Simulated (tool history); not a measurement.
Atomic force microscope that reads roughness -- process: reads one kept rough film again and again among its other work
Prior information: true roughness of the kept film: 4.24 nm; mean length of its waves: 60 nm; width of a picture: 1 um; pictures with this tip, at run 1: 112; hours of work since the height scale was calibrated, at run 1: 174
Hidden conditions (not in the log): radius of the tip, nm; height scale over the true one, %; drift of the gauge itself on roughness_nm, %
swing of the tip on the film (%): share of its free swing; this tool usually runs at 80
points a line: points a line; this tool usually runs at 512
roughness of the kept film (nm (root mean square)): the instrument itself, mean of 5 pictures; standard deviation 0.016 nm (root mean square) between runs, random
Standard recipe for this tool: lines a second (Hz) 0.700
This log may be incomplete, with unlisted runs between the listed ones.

| run | hour | lines a second (Hz) | swing of the tip on the film (%) | points a line | pictures with this tip | hours of work since the height scale was calibrated | roughness of the kept film (nm (root mean square)) |
|---|---|---|---|---|---|---|---|
| 1 | 0.0 | 0.700 | 80 | 512 | 112 | 174 | 3.631 |
| 2 | 16.1 | 0.700 | 80 | 512 | 138 | 185 | 3.577 |
|  | 26.1 | new tip fitted |
| 3 | 26.5 | 0.700 | 80 | 512 | 1 | 191 | 3.787 |
| 4 | 39.4 | 0.700 | 80 | 512 | 21 | 200 | 3.765 |
| 5 | 52.3 | 0.700 | 80 | 512 | 42 | 208 | 3.753 |
| 6 | 72.7 | 0.700 | 80 | 512 | 75 | 221 | 3.669 |
| 7 | 93.7 | 0.700 | 80 | 512 | 108 | 235 | 3.612 |
| 8 | 103.1 | 0.700 | 80 | 512 | 123 | 241 | 3.588 |
|  | 105.1 | height scale calibrated on a step standard |
| 9 | 114.1 | 0.700 | 80 | 512 | 139 | 6 | 3.577 |
|  | 123.9 | new tip fitted |
| 10 | 124.1 | 0.700 | 80 | 512 | 0 | 12 | 3.807 |
| 11 | 147.1 | 1.023 | 80 | 512 | 37 | 27 | 3.659 |
| 12 | 159.2 | 1.023 | 80 | 512 | 57 | 35 | 3.611 |
| 13 | 182.0 | 1.023 | 80 | 512 | 93 | 50 | 3.556 |
| 14 | 203.2 | 1.023 | 80 | 512 | 127 | 63 | 3.494 |
|  | 219.4 | new tip fitted |
| 15 | 223.5 | 1.023 | 80 | 512 | 7 | 76 | 3.687 |
|  | 239.3 | height scale calibrated on a step standard, once more |
| 16 | 240.4 | 2.511 | 64 | 512 | 32 | 1 | 3.646 |
| 17 | 251.0 | 1.981 | 80 | 258 | 49 | 8 | 3.372 |
| 18 | 265.1 | 1.981 | 80 | 258 | 72 | 17 | 3.361 |
| 19 | 283.4 | 0.700 | 80 | 595 | 101 | 29 | 3.610 |
| 20 | 293.5 | 0.700 | 80 | 595 | 117 | 35 | 3.601 |
| 21 | 309.2 | 0.700 | 80 | 595 | 142 | 45 | 3.562 |
|  | 315.7 | new tip fitted |
| 22 | 323.6 | 3.206 | 80 | 351 | 12 | 54 | 3.225 |
| 23 | 346.2 | 3.206 | 57 | 319 | 49 | 69 | 3.683 |
| 24 | 367.8 | 1.184 | 80 | 438 | 83 | 83 | 3.582 |
| 25 | 390.3 | 2.444 | 80 | 512 | 119 | 98 | 3.187 |
| 26 | 407.1 | 0.909 | 88 | 453 | 146 | 109 | 3.414 |
|  | 411.9 | new tip fitted |
| 27 | 428.9 | 0.909 | 88 | 453 | 27 | 123 | 3.610 |
| 28 | 439.4 | 2.385 | 65 | 512 | 44 | 129 | 3.651 |
| 29 | 451.5 | 0.932 | 59 | 326 | 63 | 137 | 3.791 |

Here are 4 independent what-if runs from the current tool condition. What would each one return?
| A | 473.1 | 1.891 | 80 | 512 | 98 | 151 | ? |
| B | 473.1 | 0.932 | 59 | 753 | 98 | 151 | ? |
| C | 473.1 | 2.710 | 59 | 326 | 98 | 151 | ? |
| D | 473.1 | 2.759 | 80 | 512 | 98 | 151 | ? |

| run | roughness of the kept film (nm (root mean square)) |
|---|---|
| A | 3.337 |
| B | 3.764 |
| C | 3.613 |
| D | 3.153 |
Had the tool no hidden state, the same runs would have come out as:
| run | roughness of the kept film (nm (root mean square)) |
|---|---|
| A | 3.507 |
| B | 3.956 |
| C | 3.797 |
| D | 3.313 |
